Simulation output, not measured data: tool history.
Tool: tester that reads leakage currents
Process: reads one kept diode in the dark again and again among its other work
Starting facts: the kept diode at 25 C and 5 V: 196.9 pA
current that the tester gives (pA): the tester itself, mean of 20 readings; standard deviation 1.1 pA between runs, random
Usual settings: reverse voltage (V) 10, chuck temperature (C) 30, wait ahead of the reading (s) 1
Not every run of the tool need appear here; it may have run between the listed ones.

run   hour  reverse voltage (V)  chuck temperature (C)  wait ahead of the reading (s)  current that the tester gives (pA)
  1      0                   10                     30                              1                              384.05
  2   27.2                   10                     30                              1                               380.8
  3   61.5                   10                     34                              1                              509.41
  4   85.9                   10                     34                              1                              505.66
  5  115.9                   10                     34                              1                               507.4
  6  130.9                  4.7                     30                              1                              281.92
  7  159.6                   10                     52                              1                             1731.63
  8  176.9                   10                     52                              1                             1719.85
  9  210.1                   10                     30                              1                              378.37
 10  230.5                   10                     30                              1                              377.45
 11  253.6                   10                     30                              1                              379.85
 12    281                   10                     42                              1                              882.05
 13  297.7                   10                     30                              1                              380.49
 14  333.1                   10                     30                              1                              379.52
 15  348.9                   10                     30                              1                              379.48
 16  363.9                   10                     30                           7.58                               373.5
 17  399.2                   10                     27                              1                              302.16
 18  418.9                   10                     25                              1                              262.44
 19  442.8                   10                     30                              1                              376.32
 20  470.7                   10                     23                              1                              223.26
 21  486.7                  3.1                     29                              1                              218.77
 22  511.7                  3.1                     29                              1                              218.31
 23  526.2                  7.4                     20                           1.13                              157.22
 24  547.4                    3                     57                           1.89                             1460.48
 25  562.3                    3                     27                           0.49                              186.04
 26    589                    3                     34                           5.34                              308.35
 27  613.2                    3                     34                           5.34                               308.7
     616.7  -- tester calibrated
 28  649.5                  2.2                     56                              1                             1216.77
 29    675                   10                     40                           1.82                              761.69
 30  699.5                  2.1                     43                            3.8                              507.06
 31  728.8                  1.7                     48                           0.86                              651.24
     756.5  -- tester calibrated, once more
 32  766.4                   11                     30                           1.22                              383.28
 33  795.4                    4                     30                              1                              255.72
 34  813.5                  4.4                     38                           8.15                              472.14
 35  843.1                    2                     31                           8.15                              209.35
 36  875.2                    2                     31                           8.15                              207.82
 37  898.5                    2                     31                           8.15                              207.77
 38  915.3                  1.8                     20                           7.32                               86.44

What will run 39 give?
 39  940.3                   10                     32                           2.56                                   ?

Run 39 came out at current that the tester gives (pA) 427.51.
With the hidden condition absent and the run-to-run variation left alone, this run would have shown current that the tester gives (pA) 441.18.
